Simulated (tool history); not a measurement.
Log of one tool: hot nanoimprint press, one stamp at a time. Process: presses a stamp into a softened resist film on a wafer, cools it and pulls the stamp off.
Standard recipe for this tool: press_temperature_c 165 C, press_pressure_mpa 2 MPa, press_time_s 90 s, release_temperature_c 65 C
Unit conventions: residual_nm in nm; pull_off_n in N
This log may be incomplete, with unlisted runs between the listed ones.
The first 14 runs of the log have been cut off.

Run 15, day 25.462: usual settings but press_pressure_mpa 2.41 MPa. Result: residual_nm 193 nm, pull_off_n 99 N.
Run 16, day 27.958: usual settings but release_temperature_c 57 C. Result: residual_nm 209.7 nm, pull_off_n 114 N.
Run 17, day 29.929: usual settings but press_temperature_c 171 C, press_pressure_mpa 2.87 MPa, press_time_s 113 s, release_temperature_c 67 C. Result: residual_nm 132.8 nm, pull_off_n 94 N.
Run 18, day 32.046: usual settings but press_temperature_c 171 C, press_pressure_mpa 1.69 MPa, press_time_s 52 s, release_temperature_c 67 C. Result: residual_nm 235.7 nm, pull_off_n 99 N.
Run 19, day 33.588: usual settings but press_temperature_c 171 C, press_pressure_mpa 1.69 MPa, press_time_s 52 s, release_temperature_c 67 C. Result: residual_nm 235.3 nm, pull_off_n 97 N.
Run 20, day 34.904: usual settings but press_temperature_c 171 C, press_pressure_mpa 1.69 MPa, press_time_s 52 s, release_temperature_c 67 C. Result: residual_nm 235.5 nm, pull_off_n 98 N.
At day 35.821: press's hydraulic seals changed and the load cell set to zero.
Run 21, day 36.862: usual settings but press_temperature_c 171 C, press_pressure_mpa 1.69 MPa, press_time_s 52 s, release_temperature_c 67 C. Result: residual_nm 235.3 nm, pull_off_n 95 N.
Run 22, day 38.108: usual settings but press_temperature_c 171 C, press_pressure_mpa 1.69 MPa, press_time_s 52 s, release_temperature_c 67 C. Result: residual_nm 235.6 nm, pull_off_n 90 N.
Run 23, day 39.388: usual settings but press_temperature_c 171 C, press_pressure_mpa 1.69 MPa, press_time_s 52 s, release_temperature_c 67 C. Result: residual_nm 235.3 nm, pull_off_n 100 N.
Run 24, day 41.867: usual settings but press_time_s 114 s. Result: residual_nm 192 nm, pull_off_n 101 N.
Run 25, day 43.212: usual settings but press_temperature_c 175 C, press_pressure_mpa 1.56 MPa, press_time_s 135 s, release_temperature_c 56 C. Result: residual_nm 147.4 nm, pull_off_n 115 N.
Run 26, day 45.212: usual settings but press_temperature_c 153 C. Result: residual_nm 299.3 nm, pull_off_n 98 N.
Run 27, day 46.354: usual settings but press_temperature_c 154 C, press_time_s 68 s, release_temperature_c 70 C. Result: residual_nm 316.9 nm, pull_off_n 94 N.
At day 47.45: stamp cleaned and given a new release coat.
Run 28, day 49.204: usual settings but press_temperature_c 173 C, press_time_s 64 s, release_temperature_c 70 C. Result: residual_nm 190.3 nm, pull_off_n 92 N.
Run 29, day 51.188: usual settings but press_temperature_c 172 C, press_pressure_mpa 1.76 MPa, press_time_s 155 s. Result: residual_nm 143.3 nm, pull_off_n 102 N.
Run 30, day 52.404: usual settings but press_pressure_mpa 1.3 MPa, press_time_s 52 s, release_temperature_c 61 C. Result: residual_nm 304.4 nm, pull_off_n 106 N.
Run 31, day 53.821: usual settings but press_pressure_mpa 2.12 MPa, press_time_s 52 s, release_temperature_c 61 C. Result: residual_nm 252.9 nm, pull_off_n 107 N.

Forecast each of these 3 alternatives for the next run:
At day 54.588: plate thermocouple calibrated.
Run A, day 56.033: usual settings but release_temperature_c 61 C. Result: residual_nm ?, pull_off_n ?.
At day 54.588: plate thermocouple calibrated.
Run B, day 56.033: usual settings but press_temperature_c 168 C, press_time_s 68 s. Result: residual_nm ?, pull_off_n ?.
At day 54.588: plate thermocouple calibrated.
Run C, day 56.033: usual settings but press_temperature_c 154 C, press_pressure_mpa 2.12 MPa, press_time_s 52 s, release_temperature_c 61 C. Result: residual_nm ?, pull_off_n ?.

run  residual_nm  pull_off_n
  A        209.6         108
  B        214.6         100
  C        335.7         111
What these runs would have given with no unlogged condition in the tool:
run  residual_nm  pull_off_n
  A        209.6         108
  B        214.6         100
  C        335.7         111
